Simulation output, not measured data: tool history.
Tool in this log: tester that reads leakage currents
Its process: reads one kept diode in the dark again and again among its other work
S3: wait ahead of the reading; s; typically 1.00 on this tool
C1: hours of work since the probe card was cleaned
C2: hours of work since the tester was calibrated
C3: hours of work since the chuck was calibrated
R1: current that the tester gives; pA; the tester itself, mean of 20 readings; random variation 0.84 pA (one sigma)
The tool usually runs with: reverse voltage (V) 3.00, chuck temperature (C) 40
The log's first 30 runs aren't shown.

{"run": 31, "hour": 1294.4, "reverse voltage (V)": 17.18, "chuck temperature (C)": 43, "S3": 1.15, "C1": 2311, "C2": 1022, "C3": 946, "R1": 737.91}
{"run": 32, "hour": 1353.0, "reverse voltage (V)": 17.18, "chuck temperature (C)": 43, "S3": 1.15, "C1": 2338, "C2": 1049, "C3": 973, "R1": 737.44}
{"run": 33, "hour": 1406.5, "reverse voltage (V)": 5.87, "chuck temperature (C)": 40, "S3": 8.71, "C1": 2362, "C2": 1073, "C3": 997, "R1": 379.33}
{"run": 34, "hour": 1462.2, "reverse voltage (V)": 3.75, "chuck temperature (C)": 40, "S3": 4.55, "C1": 2388, "C2": 1099, "C3": 1023, "R1": 319.78}
{"run": 35, "hour": 1520.6, "reverse voltage (V)": 3.75, "chuck temperature (C)": 40, "S3": 4.55, "C1": 2414, "C2": 1125, "C3": 1049, "R1": 320.58}
{"run": 36, "hour": 1566.1, "reverse voltage (V)": 1.33, "chuck temperature (C)": 40, "S3": 1.77, "C1": 2435, "C2": 1146, "C3": 1070, "R1": 219.14}
{"run": 37, "hour": 1611.2, "reverse voltage (V)": 1.33, "chuck temperature (C)": 40, "S3": 1.77, "C1": 2456, "C2": 1167, "C3": 1091, "R1": 216.94}
{"run": 38, "hour": 1647.5, "reverse voltage (V)": 1.33, "chuck temperature (C)": 40, "S3": 1.77, "C1": 2472, "C2": 1183, "C3": 1108, "R1": 218.26}
{"run": 39, "hour": 1685.6, "reverse voltage (V)": 1.33, "chuck temperature (C)": 40, "S3": 0.56, "C1": 2490, "C2": 1201, "C3": 1125, "R1": 218.92}
{"run": 40, "hour": 1719.6, "reverse voltage (V)": 1.33, "chuck temperature (C)": 40, "S3": 0.56, "C1": 2505, "C2": 1216, "C3": 1140, "R1": 219.7}

Forecast each of these 4 alternatives for the next run:
{"run": "A", "hour": 1764.5, "reverse voltage (V)": 10.72, "chuck temperature (C)": 40, "S3": 5.5, "C1": 2526, "C2": 1237, "C3": 1161, "R1": "?"}
{"run": "B", "hour": 1764.5, "reverse voltage (V)": 5.26, "chuck temperature (C)": 36, "S3": 6.95, "C1": 2526, "C2": 1237, "C3": 1161, "R1": "?"}
{"run": "C", "hour": 1764.5, "reverse voltage (V)": 1.33, "chuck temperature (C)": 51, "S3": 0.56, "C1": 2526, "C2": 1237, "C3": 1161, "R1": "?"}
{"run": "D", "hour": 1764.5, "reverse voltage (V)": 5.07, "chuck temperature (C)": 42, "S3": 1.0, "C1": 2526, "C2": 1237, "C3": 1161, "R1": "?"}

run=A R1=479.22
run=B R1=258.44
run=C R1=553.92
run=D R1=430.64
Stripped of hidden state, with their random variation kept, the same runs would have yielded:
run=A R1=446.15
run=B R1=240.63
run=C R1=525.85
run=D R1=404.64
